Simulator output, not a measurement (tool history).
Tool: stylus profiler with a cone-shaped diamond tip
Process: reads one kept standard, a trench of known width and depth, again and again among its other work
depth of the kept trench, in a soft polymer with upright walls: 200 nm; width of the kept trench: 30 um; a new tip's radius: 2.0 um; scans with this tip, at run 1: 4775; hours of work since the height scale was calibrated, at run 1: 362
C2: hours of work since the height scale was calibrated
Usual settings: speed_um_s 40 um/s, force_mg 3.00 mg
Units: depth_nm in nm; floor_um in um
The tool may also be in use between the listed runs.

run 1 day=0.000 | speed_um_s=40 force_mg=3.00 | scans_with_this_tip=4775 C2=362 | depth_nm=203.40 floor_um=27.90
run 2 day=0.579 | speed_um_s=14 force_mg=3.00 | scans_with_this_tip=4879 C2=369 | depth_nm=203.38 floor_um=27.95
run 3 day=1.008 | speed_um_s=14 force_mg=3.00 | scans_with_this_tip=4956 C2=375 | depth_nm=203.43 floor_um=27.96
run 4 day=1.562 | speed_um_s=14 force_mg=3.00 | scans_with_this_tip=5055 C2=383 | depth_nm=203.37 floor_um=27.97
-- day=1.650 height scale calibrated on a step standard
run 5 day=2.304 | speed_um_s=14 force_mg=3.00 | scans_with_this_tip=5185 C2=9 | depth_nm=203.22 floor_um=27.96
run 6 day=2.992 | speed_um_s=40 force_mg=2.96 | scans_with_this_tip=5308 C2=18 | depth_nm=203.34 floor_um=27.82
run 7 day=3.696 | speed_um_s=55 force_mg=3.00 | scans_with_this_tip=5435 C2=28 | depth_nm=203.22 floor_um=27.76

Run 8 comes next. What will it give?
-- day=4.025 height scale calibrated on a step standard, once more
run 8 day=4.067 | speed_um_s=14 force_mg=2.02 | scans_with_this_tip=5497 C2=1 | depth_nm=? floor_um=?

depth_nm: 202.80 nm
floor_um: 27.96 um
Without the tool's hidden state the same run would have given depth_nm 202.86 nm, floor_um 28.21 um.

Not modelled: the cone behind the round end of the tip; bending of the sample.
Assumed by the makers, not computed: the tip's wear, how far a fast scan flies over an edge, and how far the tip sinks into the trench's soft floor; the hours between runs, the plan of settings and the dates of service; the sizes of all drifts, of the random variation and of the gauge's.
